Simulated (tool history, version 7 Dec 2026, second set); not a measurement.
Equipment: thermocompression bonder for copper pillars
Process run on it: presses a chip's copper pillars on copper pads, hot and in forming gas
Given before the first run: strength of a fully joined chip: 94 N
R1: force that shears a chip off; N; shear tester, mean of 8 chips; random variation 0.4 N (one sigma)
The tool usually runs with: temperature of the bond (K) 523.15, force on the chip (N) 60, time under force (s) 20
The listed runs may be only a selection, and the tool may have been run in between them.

Run 1, hour 0.0: usual settings. Result: R1 43.5 N.
Run 2, hour 28.1: usual settings but time under force (s) 26. Result: R1 47.3 N.
Run 3, hour 43.6: usual settings but time under force (s) 26. Result: R1 47.4 N.
Run 4, hour 65.0: usual settings but time under force (s) 26. Result: R1 47.3 N.
Run 5, hour 84.6: usual settings but time under force (s) 19. Result: R1 42.8 N.
Run 6, hour 113.9: usual settings but force on the chip (N) 41. Result: R1 28.2 N.
Run 7, hour 128.8: usual settings. Result: R1 43.6 N.
Run 8, hour 143.9: usual settings. Result: R1 42.5 N.
Run 9, hour 166.7: usual settings. Result: R1 42.7 N.
Run 10, hour 189.8: usual settings. Result: R1 42.5 N.
At hour 199.2: force cell calibrated.
Run 11, hour 205.7: usual settings. Result: R1 46.0 N.
Run 12, hour 220.2: usual settings. Result: R1 46.5 N.
Run 13, hour 237.6: usual settings. Result: R1 46.0 N.
At hour 248.5: forming gas filter changed.
Run 14, hour 254.8: usual settings but time under force (s) 34. Result: R1 58.4 N.
Run 15, hour 276.1: usual settings but time under force (s) 34. Result: R1 58.6 N.
Run 16, hour 289.6: usual settings. Result: R1 50.1 N.
Run 17, hour 312.5: usual settings. Result: R1 48.4 N.
Run 18, hour 329.7: usual settings. Result: R1 48.8 N.
Run 19, hour 352.5: usual settings. Result: R1 48.7 N.
Run 20, hour 372.3: usual settings. Result: R1 48.6 N.
Run 21, hour 402.1: usual settings. Result: R1 49.2 N.
Run 22, hour 421.8: usual settings but temperature of the bond (K) 550.15, force on the chip (N) 36, time under force (s) 39. Result: R1 52.8 N.
Run 23, hour 441.0: usual settings but temperature of the bond (K) 550.15, force on the chip (N) 36, time under force (s) 39. Result: R1 53.2 N.
Run 24, hour 464.7: usual settings but force on the chip (N) 61, time under force (s) 45. Result: R1 62.0 N.
Run 25, hour 492.8: usual settings but force on the chip (N) 46, time under force (s) 17. Result: R1 35.4 N.
Run 26, hour 518.2: usual settings but force on the chip (N) 46. Result: R1 36.2 N.
Run 27, hour 547.3: usual settings but temperature of the bond (K) 538.15, time under force (s) 30. Result: R1 63.9 N.
Run 28, hour 575.6: usual settings but temperature of the bond (K) 538.15, time under force (s) 30. Result: R1 63.5 N.
Run 29, hour 594.3: usual settings but temperature of the bond (K) 531.15, force on the chip (N) 58. Result: R1 50.3 N.
Run 30, hour 617.9: usual settings but force on the chip (N) 75, time under force (s) 44. Result: R1 70.2 N.
Run 31, hour 645.7: usual settings but temperature of the bond (K) 535.15, force on the chip (N) 89. Result: R1 72.8 N.
Run 32, hour 672.0: usual settings but temperature of the bond (K) 539.15, force on the chip (N) 45, time under force (s) 27. Result: R1 48.5 N.
Run 33, hour 686.4: usual settings but temperature of the bond (K) 539.15, force on the chip (N) 45, time under force (s) 27. Result: R1 48.8 N.
Run 34, hour 712.2: usual settings but force on the chip (N) 36, time under force (s) 44. Result: R1 38.6 N.
Run 35, hour 743.3: usual settings but temperature of the bond (K) 496.15, force on the chip (N) 38, time under force (s) 51. Result: R1 27.4 N.
Run 36, hour 759.2: usual settings but temperature of the bond (K) 531.15. Result: R1 51.6 N.
Run 37, hour 790.5: usual settings but temperature of the bond (K) 531.15. Result: R1 51.7 N.
Run 38, hour 822.1: usual settings but temperature of the bond (K) 544.15. Result: R1 59.4 N.
Run 39, hour 845.9: usual settings but temperature of the bond (K) 547.15, force on the chip (N) 46, time under force (s) 43. Result: R1 61.1 N.

For some of the steps in R1 from one run to the next: how much would appear even if the tool had no hidden state, given the settings, what came in and random variation, and how much remains for the hidden state plus any gauge scatter that the measured result and the result without hidden state don't share?
Unlogged tool condition in this case: true temperature of the bond over the reading, C; force that reaches the chip, % of what is set; oxide that the forming gas leaves, % of the face; drift of the gauge itself on shear_n, %.
Run 6 -> 7: force on the chip (N) 41 -> 60. R1 +15.4 N: hidden state -1.3, all else +16.7.
Run 10 -> 11: force cell calibrated. R1 +3.5 N: hidden state +3.0, all else +0.5.
Run 13 -> 14: time under force (s) 20 -> 34, forming gas filter changed. R1 +12.4 N: hidden state +3.6, all else +8.8.
Run 24 -> 25: force on the chip (N) 61 -> 46, time under force (s) 45 -> 17. R1 -26.6 N: hidden state +0.2, all else -26.8.
Run 26 -> 27: temperature of the bond (K) 523.15 -> 538.15, force on the chip (N) 46 -> 60, time under force (s) 20 -> 30. R1 +27.7 N: hidden state -0.8, all else +28.5.
Run 31 -> 32: temperature of the bond (K) 535.15 -> 539.15, force on the chip (N) 89 -> 45, time under force (s) 20 -> 27. R1 -24.3 N: hidden state +1.1, all else -25.4.
